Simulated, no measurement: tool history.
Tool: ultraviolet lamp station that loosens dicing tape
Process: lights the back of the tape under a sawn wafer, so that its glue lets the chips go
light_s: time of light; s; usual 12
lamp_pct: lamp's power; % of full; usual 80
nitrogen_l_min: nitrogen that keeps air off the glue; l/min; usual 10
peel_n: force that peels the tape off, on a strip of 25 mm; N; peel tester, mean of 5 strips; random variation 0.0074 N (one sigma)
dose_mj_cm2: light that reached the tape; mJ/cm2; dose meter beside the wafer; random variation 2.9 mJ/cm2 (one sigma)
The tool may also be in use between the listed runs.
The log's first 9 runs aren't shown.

Run 10, hour 478.6: usual settings. Result: peel_n 0.569 N, dose_mj_cm2 237 mJ/cm2.
Run 11, hour 519.3: usual settings. Result: peel_n 0.612 N, dose_mj_cm2 234 mJ/cm2.
Run 12, hour 571.7: usual settings. Result: peel_n 0.651 N, dose_mj_cm2 223 mJ/cm2.
At hour 604.3: lamp changed.
Run 13, hour 612.8: usual settings. Result: peel_n 0.285 N, dose_mj_cm2 398 mJ/cm2.
Run 14, hour 679: usual settings. Result: peel_n 0.287 N, dose_mj_cm2 387 mJ/cm2.
Run 15, hour 723.3: usual settings. Result: peel_n 0.296 N, dose_mj_cm2 376 mJ/cm2.
Run 16, hour 778.5: usual settings but nitrogen_l_min 3 l/min. Result: peel_n 0.589 N, dose_mj_cm2 374 mJ/cm2.
Run 17, hour 836.5: usual settings. Result: peel_n 0.323 N, dose_mj_cm2 364 mJ/cm2.
At hour 891.1: window cleaned of glue's vapour.
Run 18, hour 891.1: usual settings. Result: peel_n 0.294 N, dose_mj_cm2 371 mJ/cm2.
Run 19, hour 956.8: usual settings but light_s 11 s, nitrogen_l_min 5 l/min. Result: peel_n 0.52 N, dose_mj_cm2 328 mJ/cm2.
Run 20, hour 1018.5: usual settings but light_s 11 s, nitrogen_l_min 5 l/min. Result: peel_n 0.519 N, dose_mj_cm2 323 mJ/cm2.
Run 21, hour 1056.3: usual settings but light_s 7 s, lamp_pct 81 % of full, nitrogen_l_min 4 l/min. Result: peel_n 1.268 N, dose_mj_cm2 203 mJ/cm2.
Run 22, hour 1112.9: usual settings but light_s 7 s, lamp_pct 81 % of full, nitrogen_l_min 4 l/min. Result: peel_n 1.293 N, dose_mj_cm2 197 mJ/cm2.
Run 23, hour 1184: usual settings but light_s 7 s, lamp_pct 81 % of full, nitrogen_l_min 4 l/min. Result: peel_n 1.374 N, dose_mj_cm2 194 mJ/cm2.

The next listed run, before its measurement:
Run 24, hour 1236.2: usual settings but lamp_pct 88 % of full, nitrogen_l_min 16 l/min. Result: peel_n ?, dose_mj_cm2 ?.

peel_n: 0.28 N
dose_mj_cm2: 347 mJ/cm2
Without the tool's hidden state the same run would have given peel_n 0.245 N, dose_mj_cm2 454 mJ/cm2.
